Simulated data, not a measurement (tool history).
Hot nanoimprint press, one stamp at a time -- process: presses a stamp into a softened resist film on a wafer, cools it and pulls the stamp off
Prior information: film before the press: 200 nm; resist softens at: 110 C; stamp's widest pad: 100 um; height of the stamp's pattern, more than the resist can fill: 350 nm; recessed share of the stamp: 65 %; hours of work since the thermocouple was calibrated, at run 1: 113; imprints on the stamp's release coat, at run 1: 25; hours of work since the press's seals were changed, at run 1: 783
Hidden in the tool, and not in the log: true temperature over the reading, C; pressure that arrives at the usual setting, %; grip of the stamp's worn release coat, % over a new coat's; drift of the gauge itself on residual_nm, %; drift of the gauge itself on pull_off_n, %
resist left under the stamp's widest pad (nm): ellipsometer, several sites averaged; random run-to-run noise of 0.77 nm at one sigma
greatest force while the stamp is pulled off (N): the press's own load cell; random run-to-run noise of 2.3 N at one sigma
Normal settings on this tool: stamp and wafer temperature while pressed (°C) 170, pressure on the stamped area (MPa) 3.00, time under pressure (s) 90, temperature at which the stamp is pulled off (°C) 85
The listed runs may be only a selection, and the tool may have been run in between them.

| run | day | stamp and wafer temperature while pressed (°C) | pressure on the stamped area (MPa) | time under pressure (s) | temperature at which the stamp is pulled off (°C) | hours of work since the thermocouple was calibrated | imprints on the stamp's release coat | hours of work since the press's seals were changed | resist left under the stamp's widest pad (nm) | greatest force while the stamp is pulled off (N) |
|---|---|---|---|---|---|---|---|---|---|---|
| 1 | 0.000 | 170 | 3.00 | 90 | 85 | 113 | 25 | 783 | 100.4 | 99 |
| 2 | 1.646 | 180 | 3.00 | 90 | 85 | 134 | 113 | 803 | 62.6 | 100 |
| 3 | 3.217 | 180 | 3.00 | 50 | 85 | 153 | 197 | 823 | 79.6 | 102 |
| 4 | 5.262 | 180 | 3.00 | 50 | 85 | 179 | 306 | 849 | 77.4 | 101 |
| 5 | 7.358 | 170 | 3.00 | 90 | 85 | 205 | 417 | 875 | 98.5 | 103 |
| 6 | 9.250 | 170 | 3.00 | 90 | 85 | 229 | 518 | 899 | 100.7 | 103 |
|  | 11.021 | press's hydraulic seals changed and the load cell set to zero |
| 7 | 11.746 | 170 | 3.00 | 90 | 85 | 256 | 633 | 9 | 93.8 | 106 |
| 8 | 12.746 | 170 | 3.00 | 90 | 84 | 269 | 686 | 22 | 94.4 | 105 |
| 9 | 14.512 | 170 | 3.00 | 90 | 84 | 291 | 780 | 44 | 94.4 | 107 |
| 10 | 15.971 | 164 | 3.00 | 90 | 85 | 309 | 858 | 62 | 121.8 | 100 |
| 11 | 17.179 | 167 | 3.00 | 90 | 85 | 324 | 922 | 77 | 107.5 | 104 |
| 12 | 18.412 | 164 | 2.33 | 90 | 85 | 340 | 988 | 93 | 135.6 | 108 |
| 13 | 20.504 | 169 | 3.89 | 90 | 85 | 366 | 1099 | 119 | 84.8 | 104 |
|  | 22.129 | plate thermocouple calibrated |
| 14 | 22.583 | 170 | 2.06 | 68 | 85 | 6 | 1203 | 143 | 128.5 | 112 |
| 15 | 23.958 | 170 | 3.00 | 90 | 72 | 23 | 1277 | 161 | 98.2 | 155 |
| 16 | 25.242 | 174 | 3.00 | 90 | 84 | 39 | 1345 | 177 | 82.0 | 118 |
| 17 | 27.629 | 176 | 3.00 | 90 | 88 | 69 | 1472 | 207 | 72.9 | 101 |
| 18 | 28.862 | 176 | 2.90 | 90 | 85 | 84 | 1538 | 222 | 76.1 | 110 |
| 19 | 30.242 | 164 | 2.90 | 70 | 85 | 102 | 1611 | 240 | 136.9 | 116 |
| 20 | 31.979 | 164 | 2.90 | 70 | 85 | 124 | 1704 | 261 | 135.3 | 116 |
| 21 | 33.304 | 164 | 2.90 | 70 | 85 | 140 | 1774 | 278 | 137.7 | 114 |

The same runs without the tool's hidden state, with the same run-to-run variation:
| run | resist left under the stamp's widest pad (nm) | greatest force while the stamp is pulled off (N) |
|---|---|---|
| 1 | 98.0 | 100 |
| 2 | 60.9 | 100 |
| 3 | 77.7 | 102 |
| 4 | 75.8 | 100 |
| 5 | 97.2 | 102 |
| 6 | 99.7 | 101 |
| 7 | 97.8 | 104 |
| 8 | 98.6 | 102 |
| 9 | 98.8 | 104 |
| 10 | 127.4 | 97 |
| 11 | 113.0 | 101 |
| 12 | 141.5 | 104 |
| 13 | 89.9 | 100 |
| 14 | 128.4 | 103 |
| 15 | 98.2 | 142 |
| 16 | 82.1 | 108 |
| 17 | 73.3 | 92 |
| 18 | 76.7 | 99 |
| 19 | 138.1 | 105 |
| 20 | 136.9 | 104 |
| 21 | 139.6 | 102 |
